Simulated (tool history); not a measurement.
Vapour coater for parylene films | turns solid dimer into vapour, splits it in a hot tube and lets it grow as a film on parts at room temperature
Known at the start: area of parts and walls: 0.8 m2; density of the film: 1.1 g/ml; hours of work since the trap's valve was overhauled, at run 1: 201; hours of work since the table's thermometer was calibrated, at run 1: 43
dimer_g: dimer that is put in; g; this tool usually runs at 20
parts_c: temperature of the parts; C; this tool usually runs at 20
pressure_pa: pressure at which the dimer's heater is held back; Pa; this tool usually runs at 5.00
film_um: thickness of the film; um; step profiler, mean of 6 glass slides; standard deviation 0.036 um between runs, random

run	day	dimer_g	parts_c	pressure_pa	hours of work since the trap's valve was overhauled	hours of work since the table's thermometer was calibrated	film_um
1	0.000	20	20	5.00	201	43	16.75
2	0.288	20	20	5.00	206	47	16.81
3	0.600	20	20	5.00	210	52	16.74
4	1.092	20	20	4.08	218	60	17.05
5	1.588	20	20	4.08	225	67	17.05
6	2.058	20	20	4.08	232	74	17.04
7	2.596	20	20	4.08	240	82	17.02
8	3.275	20	20	4.08	251	93	17.04
9	3.992	20	20	4.08	261	103	17.01
10	4.475	20	20	4.08	269	111	17.03
11	5.154	20	20	4.08	279	121	16.98
12	5.767	20	20	5.00	288	130	16.80
13	6.117	20	20	5.00	294	135	16.79
14	6.683	20	20	5.00	302	144	16.78
15	7.121	20	20	5.00	309	151	16.72
16	7.788	20	20	5.00	319	161	16.74
17	8.421	20	20	5.00	328	170	16.80
18	8.938	20	20	11.62	336	178	15.69
19	9.504	20	20	11.62	345	186	15.71
20	9.996	20	20	11.62	352	194	15.68
21	10.467	15	18	3.28	359	201	13.69
22	11.046	15	18	3.28	368	210	13.69
23	11.329	15	18	3.28	372	214	13.69
# day 11.579: trap's valve overhauled
24	12.108	21	20	5.00	8	223	17.61
25	12.550	21	20	5.00	15	230	17.61
26	12.942	21	13	5.00	21	236	21.23
27	13.508	18	23	8.56	29	244	13.40
28	13.975	36	14	2.76	36	251	37.20
29	14.671	9	18	4.48	47	262	8.06
30	15.283	13	17	2.83	56	271	12.33
31	15.667	9	17	2.83	62	277	8.51
32	16.138	29	20	4.40	69	284	24.47
33	16.733	8	20	3.06	78	293	6.96

Hidden state at the last listed run before each entry between runs and at the first one after, where it differs:
Logged between run 23 and run 24: trap's valve overhauled (day 11.579)
  vapour lost through the trap's worn valve, %: 0.1 -> 0

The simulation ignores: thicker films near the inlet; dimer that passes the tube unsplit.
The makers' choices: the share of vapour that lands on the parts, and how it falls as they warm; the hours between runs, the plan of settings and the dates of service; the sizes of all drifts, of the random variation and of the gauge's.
